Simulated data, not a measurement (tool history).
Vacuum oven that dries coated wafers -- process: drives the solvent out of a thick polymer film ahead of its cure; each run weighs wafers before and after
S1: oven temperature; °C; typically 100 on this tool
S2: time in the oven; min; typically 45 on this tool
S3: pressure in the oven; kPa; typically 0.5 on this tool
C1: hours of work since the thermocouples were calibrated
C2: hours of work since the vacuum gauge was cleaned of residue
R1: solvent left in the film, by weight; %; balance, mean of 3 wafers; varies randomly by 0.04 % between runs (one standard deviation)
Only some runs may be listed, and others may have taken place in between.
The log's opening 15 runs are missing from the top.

run    hour   S1  S2     S3   C1   C2    R1
 16   452.5  100  45  1.267  483   95  1.43
      488.8  -- vacuum gauge cleaned of residue and calibrated, once more
 17   491.6  100  45  1.267  507    2  1.26
 18   528.2  100  45    0.5  531   26  1.06
 19   549.3  115  42  0.314  545   40  0.07
 20   586.9  112  36  1.038  570   64   0.4
 21     625  111  34  1.038  595   89   0.6
 22   653.3  111  34  1.038  613  107  0.55
 23   692.2  111  34  1.038  638  133   0.5
 24   727.2   86  45  1.641  661  156  5.38
 25   748.2   96  68  1.012  675  169  0.78
 26   786.3  109  26  0.878  700  194  1.26
 27   806.5   98  71    0.5  713  207  0.36
 28   837.8   98  79  0.421  733  228  0.28
 29   869.3   98  34  0.421  754  248  2.47
 30   904.8   98  34  0.421  777  272  2.41
 31   924.6  104  45  0.372  790  285   0.5
 32   953.7  107  65  0.918  809  304   0.2
 33   996.4  107  65  0.918  837  331   0.3
 34  1030.9  108  25  0.876  860  354  1.62
 35  1056.4  100  26  0.337  876  371  3.26
 36  1074.1  100  26  0.337  888  382  3.25

Alternative continuations, all from the tool just after run 36; predict every row:
  A  1101.6   95  74   0.25  906  400   ?
  B  1101.6  108  60    0.5  906  400   ?
  C  1101.6  100  76  0.823  906  400   ?
  D  1101.6  100  24    0.5  906  400   ?

run    R1
  A  0.48
  B  0.17
  C  0.29
  D  3.73
Take away the tool's hidden state, keep each run's random variation, and the runs would have read:
run    R1
  A  0.56
  B  0.16
  C   0.3
  D   4.2
